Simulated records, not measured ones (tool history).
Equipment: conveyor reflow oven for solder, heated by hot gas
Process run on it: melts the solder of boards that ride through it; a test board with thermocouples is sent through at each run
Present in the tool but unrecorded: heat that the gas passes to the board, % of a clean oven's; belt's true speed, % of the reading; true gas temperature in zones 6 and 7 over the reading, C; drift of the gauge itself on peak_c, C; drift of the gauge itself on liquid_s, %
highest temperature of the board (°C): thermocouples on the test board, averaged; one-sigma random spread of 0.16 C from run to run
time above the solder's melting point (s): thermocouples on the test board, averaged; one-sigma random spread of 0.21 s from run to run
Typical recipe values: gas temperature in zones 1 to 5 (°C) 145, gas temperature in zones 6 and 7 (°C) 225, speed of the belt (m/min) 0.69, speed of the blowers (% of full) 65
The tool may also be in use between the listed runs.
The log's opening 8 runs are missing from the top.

| run | hour | gas temperature in zones 1 to 5 (°C) | gas temperature in zones 6 and 7 (°C) | speed of the belt (m/min) | speed of the blowers (% of full) | hours of work since the flux was cleaned out | hours of work since the belt drive was overhauled | hours of work since the thermocouples were changed | highest temperature of the board (°C) | time above the solder's melting point (s) |
|---|---|---|---|---|---|---|---|---|---|---|
| 9 | 259 | 145 | 225 | 0.69 | 77 | 152 | 152 | 337 | 214.5 | 46.7 |
| 10 | 278.8 | 145 | 225 | 0.69 | 77 | 160 | 160 | 345 | 214.6 | 46.8 |
| 11 | 299.6 | 145 | 225 | 0.69 | 64 | 169 | 169 | 353 | 211.9 | 44.3 |
| 12 | 328.5 | 145 | 225 | 0.69 | 64 | 180 | 180 | 365 | 212 | 44.4 |
| 13 | 354.6 | 145 | 230 | 0.69 | 65 | 191 | 191 | 375 | 216.3 | 47.3 |
| 14 | 391.4 | 145 | 225 | 0.69 | 65 | 206 | 206 | 390 | 212.1 | 45.1 |
| 15 | 431.6 | 145 | 225 | 0.69 | 65 | 222 | 222 | 406 | 211.8 | 44.3 |
| 16 | 452.6 | 145 | 230 | 0.69 | 78 | 230 | 230 | 415 | 218.7 | 49.5 |
| 17 | 492.2 | 145 | 225 | 0.779 | 79 | 246 | 246 | 431 | 211 | 39.1 |
| 18 | 536.2 | 145 | 238 | 0.69 | 50 | 264 | 264 | 448 | 218.9 | 48.1 |
|  | 563.2 | flux residue cleaned out of gas plates and filters |
| 19 | 567.5 | 145 | 238 | 0.64 | 50 | 2 | 274 | 459 | 222.8 | 54.9 |
| 20 | 604 | 145 | 238 | 0.64 | 50 | 16 | 289 | 474 | 222.6 | 55.5 |
| 21 | 633 | 145 | 238 | 0.64 | 50 | 28 | 301 | 485 | 222.8 | 55 |
| 22 | 668.9 | 145 | 238 | 0.64 | 50 | 43 | 315 | 500 | 222.7 | 55 |
| 23 | 696.2 | 145 | 222 | 0.64 | 76 | 54 | 326 | 511 | 214.5 | 51.3 |
| 24 | 725.2 | 142 | 222 | 0.64 | 76 | 65 | 338 | 523 | 214 | 50.4 |
| 25 | 761.5 | 148 | 227 | 0.704 | 71 | 80 | 353 | 537 | 216.3 | 48 |

Run 26 is up next; what results do you expect?
| 26 | 790.6 | 148 | 227 | 0.704 | 71 | 92 | 364 | 549 | ? | ? |

highest temperature of the board (°C): 216
time above the solder's melting point (s): 48.1
The same run, on a tool lacking any hidden state, would have yielded highest temperature of the board (°C) 215.6, time above the solder's melting point (s) 47.5.
